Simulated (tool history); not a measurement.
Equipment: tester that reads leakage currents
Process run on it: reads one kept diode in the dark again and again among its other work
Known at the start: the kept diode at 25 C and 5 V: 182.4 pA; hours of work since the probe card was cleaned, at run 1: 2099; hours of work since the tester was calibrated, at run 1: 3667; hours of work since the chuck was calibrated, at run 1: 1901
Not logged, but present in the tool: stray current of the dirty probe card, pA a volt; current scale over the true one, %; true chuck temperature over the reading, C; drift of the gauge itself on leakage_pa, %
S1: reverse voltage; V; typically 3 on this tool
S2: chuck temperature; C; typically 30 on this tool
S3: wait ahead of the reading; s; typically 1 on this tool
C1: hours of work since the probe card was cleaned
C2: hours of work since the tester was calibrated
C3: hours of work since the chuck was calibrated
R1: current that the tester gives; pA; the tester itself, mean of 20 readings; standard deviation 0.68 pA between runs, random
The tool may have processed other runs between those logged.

run    hour     S1  S2    S3    C1    C2    C3       R1
  1       0      3  30     1  2099  3667  1901   207.71
  2    95.8      3  30     1  2163  3731  1965   204.86
  3   255.7      3  30     1  2270  3837  2072   205.29
  4   384.4      3  30     1  2355  3923  2157   204.27
  5   454.3      3  30     1  2402  3970  2204   203.78
  6   542.2      3  30     1  2460  4028  2262   202.49
  7   639.9      3  30     1  2525  4093  2327   201.26
      739.8  -- chuck's temperature calibrated
  8   802.7   1.09  30     1  2633  4200    42   167.18
  9   925.3      3  30     1  2714  4282   124   233.52
 10  1022.4   2.76  30     1  2779  4346   188   227.63
 11  1159.2   8.55  50  6.75  2870  4437   279  1259.66
 12  1294.9  12.24  47  4.39  2960  4528   370  1165.66
     1311.7  -- probe card cleaned and baked
 13  1364.8  12.24  47  4.39    35  4572   414  1164.59
 14  1513.5      3  30  0.58   134  4671   513   229.85
 15    1652      3  30  0.58   227  4764   605   228.83
 16  1751.7   1.45  39  9.47   293  4830   672    333.8
     1768.6  -- probe card cleaned and baked, once more
 17  1877.3   1.84  38  0.45    72  4912   753   333.97
 18  2007.7   5.32  23  0.55   159  4998   840   157.45
 19  2140.7      3  39     1   248  5087   929   410.22
 20    2231      3  39     1   308  5147   989   409.68

Forecast each of these 3 alternatives for the next run:
  A  2384.1  1.37  22  2.55  410  5249  1091   ?
  B  2384.1  3.15  34  0.63  410  5249  1091   ?
  C  2384.1  4.35  39  2.45  410  5249  1091   ?

run      R1
  A   90.86
  B  291.71
  C  457.96
What these runs would have given with no unlogged condition in the tool:
run      R1
  A   96.05
  B   306.9
  C  481.05
